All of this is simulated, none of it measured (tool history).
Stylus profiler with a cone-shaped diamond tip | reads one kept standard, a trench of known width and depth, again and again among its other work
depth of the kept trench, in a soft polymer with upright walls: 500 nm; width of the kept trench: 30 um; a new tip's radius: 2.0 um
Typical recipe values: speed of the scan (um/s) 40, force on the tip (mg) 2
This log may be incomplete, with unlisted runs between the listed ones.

run   hour  speed of the scan (um/s)  force on the tip (mg)  depth of the trench (angstrom)  width of the trench's floor (um)
  1      0                        40                      2                          5076.2                             27.04
  2   35.9                        40                      2                          5079.4                             27.01
  3   71.8                        40                      2                          5077.8                             27.04
  4  121.3                        40                      2                          5078.2                                27
  5  148.2                        12                      2                          5077.4                             27.25
  6  198.2                        40                      2                          5078.1                             26.99
  7  252.2                        40                      2                          5077.1                             26.97
  8  276.3                        25                   1.11                          5055.4                             27.01
  9  331.3                        40                   1.58                          5070.9                             26.91
 10  372.7                        40                   5.16                          5148.7                             27.07
 11    400                        40                   5.16                          5147.2                             27.03
 12    442                        40                   5.16                          5147.8                             27.04
 13  476.7                        57                   0.91                            5048                             26.59

3 options for the next run, each taken on its own from the tool as it stands now. Forecast them:
  A  528.3                        92                   0.91                               ?                                 ?
  B  528.3                        44                    0.7                               ?                                 ?
  C  528.3                        81                   4.32                               ?                                 ?

run  depth of the trench (angstrom)  width of the trench's floor (um)
  A                          5046.6                             26.24
  B                          5040.4                             26.71
  C                            5132                             26.84
Had the tool no hidden state, the same runs would have come out as:
run  depth of the trench (angstrom)  width of the trench's floor (um)
  A                          5041.7                             26.38
  B                          5035.5                             26.85
  C                            5127                             26.98
